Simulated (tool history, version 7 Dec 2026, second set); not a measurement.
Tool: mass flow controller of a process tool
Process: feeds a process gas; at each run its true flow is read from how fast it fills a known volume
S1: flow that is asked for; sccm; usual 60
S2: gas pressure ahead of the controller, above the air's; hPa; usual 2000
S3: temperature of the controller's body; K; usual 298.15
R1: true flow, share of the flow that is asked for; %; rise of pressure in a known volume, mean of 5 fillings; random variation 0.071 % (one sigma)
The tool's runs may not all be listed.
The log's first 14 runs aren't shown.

run,hour,S1,S2,S3,R1
15,4782.5,60,2000,298.15,97.83
16,5021.9,60,2610,298.15,97.91
17,5438.8,60,2610,298.15,97.75
18,5855.2,60,2610,298.15,97.42
19,6130.1,60,2610,298.15,97.53
# hour 6177: controller's zero set anew
20,6481.7,60,2610,308.15,98.02
21,6986.7,25,1440,294.15,97.41
22,7414.8,36,1440,293.15,96.97
23,7688.9,36,1440,293.15,96.82
# hour 7913: controller's zero set anew, once more
24,7924.7,57,1930,303.15,96.4
25,8140.1,57,1930,303.15,96.26
26,8450.8,14,2120,306.15,95.86
27,8760.9,56,1650,310.15,96.34
28,9199.1,56,1650,310.15,96.1
29,9621.3,55,2080,302.15,95.77
30,10066.1,55,2080,302.15,95.69
31,10345.5,60,1960,295.15,95.25
32,10769,60,1960,295.15,95.29
33,11188.3,24,1430,300.15,94.97
34,11490.3,24,1430,300.15,94.9
35,11966.9,54,2730,302.15,95.39
36,12325.8,54,2730,302.15,95.34
# hour 12691.1: controller exchanged for a calibrated one
37,12760.8,54,2730,302.15,99.62
38,13021.4,54,2730,302.15,99.63
39,13463.4,11,2320,313.15,99.46

4 ways to go on from here, each from the tool as it stands after run 39. What would each give?
A,13793.8,56,2170,296.15,?
B,13793.8,11,1930,296.15,?
C,13793.8,11,1680,313.15,?
D,13793.8,60,2000,306.15,?

run,R1
A,98.83
B,98.74
C,99.21
D,99.26
Without the tool's hidden state the same runs would have given:
run,R1
A,99.19
B,98.61
C,99.08
D,99.63

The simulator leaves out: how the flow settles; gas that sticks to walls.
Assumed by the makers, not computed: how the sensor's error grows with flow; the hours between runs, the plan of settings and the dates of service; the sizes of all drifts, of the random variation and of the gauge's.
